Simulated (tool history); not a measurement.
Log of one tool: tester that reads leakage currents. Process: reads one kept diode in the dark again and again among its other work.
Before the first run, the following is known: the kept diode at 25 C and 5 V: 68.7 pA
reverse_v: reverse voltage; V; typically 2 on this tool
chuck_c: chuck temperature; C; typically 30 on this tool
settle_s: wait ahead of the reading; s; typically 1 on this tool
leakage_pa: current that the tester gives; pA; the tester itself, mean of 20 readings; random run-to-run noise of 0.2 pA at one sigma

run 1 hour=0 | reverse_v=2 chuck_c=30 settle_s=1 | leakage_pa=63.6
run 2 hour=133.2 | reverse_v=2 chuck_c=30 settle_s=1 | leakage_pa=63.8
run 3 hour=292 | reverse_v=2 chuck_c=30 settle_s=1 | leakage_pa=63.87
run 4 hour=453.3 | reverse_v=2 chuck_c=30 settle_s=1 | leakage_pa=63.31
run 5 hour=541.9 | reverse_v=2 chuck_c=51 settle_s=1 | leakage_pa=259.08
run 6 hour=639.1 | reverse_v=2 chuck_c=51 settle_s=1 | leakage_pa=258.19
run 7 hour=728.6 | reverse_v=4.46 chuck_c=51 settle_s=1 | leakage_pa=379.99
run 8 hour=919.2 | reverse_v=4.77 chuck_c=30 settle_s=1 | leakage_pa=96.11
run 9 hour=1064.1 | reverse_v=4.77 chuck_c=30 settle_s=1 | leakage_pa=96
run 10 hour=1198.6 | reverse_v=2 chuck_c=30 settle_s=1 | leakage_pa=62.21
run 11 hour=1299.5 | reverse_v=2 chuck_c=30 settle_s=1 | leakage_pa=62.56
run 12 hour=1381.5 | reverse_v=2 chuck_c=30 settle_s=1 | leakage_pa=62.24
run 13 hour=1503.3 | reverse_v=2 chuck_c=30 settle_s=1 | leakage_pa=62.53
-- hour=1562.4 chuck's temperature calibrated
run 14 hour=1608.8 | reverse_v=2 chuck_c=30 settle_s=1 | leakage_pa=64.13
run 15 hour=1724.9 | reverse_v=2 chuck_c=30 settle_s=1 | leakage_pa=64.12
run 16 hour=1802.3 | reverse_v=2 chuck_c=30 settle_s=1 | leakage_pa=64.04
-- hour=1856.2 tester calibrated
run 17 hour=1952.9 | reverse_v=4.56 chuck_c=30 settle_s=1 | leakage_pa=96.86
run 18 hour=2135 | reverse_v=2 chuck_c=30 settle_s=1 | leakage_pa=64.22
run 19 hour=2271.5 | reverse_v=2 chuck_c=33 settle_s=1 | leakage_pa=79.07
run 20 hour=2422.1 | reverse_v=2 chuck_c=33 settle_s=1 | leakage_pa=78.67
run 21 hour=2598.3 | reverse_v=13.93 chuck_c=25 settle_s=0.32 | leakage_pa=127.03
run 22 hour=2709.8 | reverse_v=13.93 chuck_c=25 settle_s=0.32 | leakage_pa=128.15
run 23 hour=2790 | reverse_v=13.93 chuck_c=25 settle_s=0.32 | leakage_pa=128.02
run 24 hour=2933.1 | reverse_v=1.24 chuck_c=30 settle_s=0.44 | leakage_pa=49.9
run 25 hour=3065.4 | reverse_v=2.99 chuck_c=24 settle_s=3.93 | leakage_pa=51.12
run 26 hour=3189.9 | reverse_v=2 chuck_c=31 settle_s=0.95 | leakage_pa=67.47
run 27 hour=3283.1 | reverse_v=5.09 chuck_c=42 settle_s=4.67 | leakage_pa=223.37
-- hour=3299.3 chuck's temperature calibrated
run 28 hour=3409.3 | reverse_v=5.09 chuck_c=42 settle_s=4.67 | leakage_pa=235.56
run 29 hour=3529 | reverse_v=9.31 chuck_c=24 settle_s=1 | leakage_pa=100.97
run 30 hour=3655.3 | reverse_v=8.3 chuck_c=30 settle_s=0.63 | leakage_pa=139.45
run 31 hour=3756 | reverse_v=2.21 chuck_c=22 settle_s=1.49 | leakage_pa=40.32
run 32 hour=3864.9 | reverse_v=2 chuck_c=50 settle_s=1.11 | leakage_pa=244.99
run 33 hour=3972.8 | reverse_v=1.81 chuck_c=50 settle_s=2.18 | leakage_pa=234.36
run 34 hour=4159.6 | reverse_v=1.58 chuck_c=40 settle_s=2.67 | leakage_pa=114.31
run 35 hour=4256.5 | reverse_v=1.58 chuck_c=40 settle_s=2.67 | leakage_pa=113.83
run 36 hour=4371.6 | reverse_v=1.58 chuck_c=40 settle_s=2.67 | leakage_pa=114
run 37 hour=4469.5 | reverse_v=1.58 chuck_c=34 settle_s=3.17 | leakage_pa=75.88
run 38 hour=4660.4 | reverse_v=1.58 chuck_c=34 settle_s=3.17 | leakage_pa=75.43
run 39 hour=4786.1 | reverse_v=2 chuck_c=30 settle_s=5.03 | leakage_pa=65.22

What if the next run were any one of these 3? Each begins from the tool's condition after run 39:
run A hour=4877.3 | reverse_v=2.28 chuck_c=33 settle_s=4.23 | leakage_pa=?
run B hour=4877.3 | reverse_v=1.38 chuck_c=25 settle_s=5.83 | leakage_pa=?
run C hour=4877.3 | reverse_v=2.02 chuck_c=49 settle_s=8.27 | leakage_pa=?

run=A leakage_pa=84.74
run=B leakage_pa=38.21
run=C leakage_pa=226.83
Without the tool's hidden state the same runs would have given:
run=A leakage_pa=84.26
run=B leakage_pa=37.2
run=C leakage_pa=234.56
